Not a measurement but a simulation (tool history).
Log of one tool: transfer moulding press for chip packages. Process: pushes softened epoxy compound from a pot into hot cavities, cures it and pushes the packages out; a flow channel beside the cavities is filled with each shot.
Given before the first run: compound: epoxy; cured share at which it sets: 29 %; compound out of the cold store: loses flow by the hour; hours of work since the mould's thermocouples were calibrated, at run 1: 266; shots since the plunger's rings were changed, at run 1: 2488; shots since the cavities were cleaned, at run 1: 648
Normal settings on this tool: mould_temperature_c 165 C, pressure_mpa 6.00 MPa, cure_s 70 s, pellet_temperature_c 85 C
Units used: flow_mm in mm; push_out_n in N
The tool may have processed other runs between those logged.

run   hour  mould_temperature_c  pressure_mpa  cure_s  pellet_temperature_c  hours of work since the mould's thermocouples were calibrated  shots since the plunger's rings were changed  shots since the cavities were cleaned  incoming compound's hours out of the cold store  flow_mm  push_out_n
  1    0.0                  165          6.00      70                    85                                                            266                                          2488                                    648                                             42.5      865         979
      21.4  -- cavities cleaned with cleaning compound and waxed
  2   29.1                  165          6.00      68                    85                                                            284                                          2904                                    116                                             19.5      972         747
  3   66.9                  165          6.00      70                    85                                                            309                                          3472                                    684                                             24.9      918        1043
      81.1  -- mould's thermocouples calibrated
      88.6  -- cavities cleaned with cleaning compound and waxed
  4  111.9                  165          6.00      70                    77                                                             19                                          4098                                    352                                             34.1      867         923
  5  131.9                  165          6.00      70                    77                                                             32                                          4398                                    652                                             22.5      923        1101
     151.6  -- cavities cleaned with cleaning compound and waxed
  6  156.2                  165          6.00      70                    77                                                             47                                          4741                                     69                                             41.6      824         615
  7  173.3                  165          6.00      70                    77                                                             59                                          4999                                    327                                             25.3      910         895
     206.6  -- plunger's sealing rings changed
  8  213.6                  165          7.44      64                    87                                                             83                                           104                                    895                                             27.3     1073        1263
     217.3  -- cavities cleaned with cleaning compound and waxed
     241.0  -- mould's thermocouples calibrated, once more
  9  242.6                  165          7.44      64                    87                                                              1                                           489                                    351                                             34.3     1023        1105
 10  271.5                  158          5.86      90                    85                                                             20                                           923                                    785                                             24.0      996        1069

Forecast each of these 5 alternatives for the next run:
     284.9  -- cavities cleaned with cleaning compound and waxed
  A  298.3                  161          6.59      90                    84                                                             37                                          1304                                    201                                             17.7        ?           ?
     284.9  -- cavities cleaned with cleaning compound and waxed
  B  298.3                  158          7.39      90                    92                                                             37                                          1304                                    201                                             47.0        ?           ?
     284.9  -- cavities cleaned with cleaning compound and waxed
  C  298.3                  166          6.00      70                    85                                                             37                                          1304                                    201                                             13.7        ?           ?
     284.9  -- cavities cleaned with cleaning compound and waxed
  D  298.3                  160          5.86      90                    85                                                             37                                          1304                                    201                                             22.1        ?           ?
     284.9  -- cavities cleaned with cleaning compound and waxed
  E  298.3                  166          7.49      51                    85                                                             37                                          1304                                    201                                             25.7        ?           ?

run  flow_mm  push_out_n
  A     1070         671
  B      989         736
  C     1000         763
  D      994         704
  E     1069        1599
Stripped of hidden state, with their random variation kept, the same runs would have yielded:
run  flow_mm  push_out_n
  A     1096         475
  B     1013         525
  C     1025         544
  D     1018         499
  E     1095        1146

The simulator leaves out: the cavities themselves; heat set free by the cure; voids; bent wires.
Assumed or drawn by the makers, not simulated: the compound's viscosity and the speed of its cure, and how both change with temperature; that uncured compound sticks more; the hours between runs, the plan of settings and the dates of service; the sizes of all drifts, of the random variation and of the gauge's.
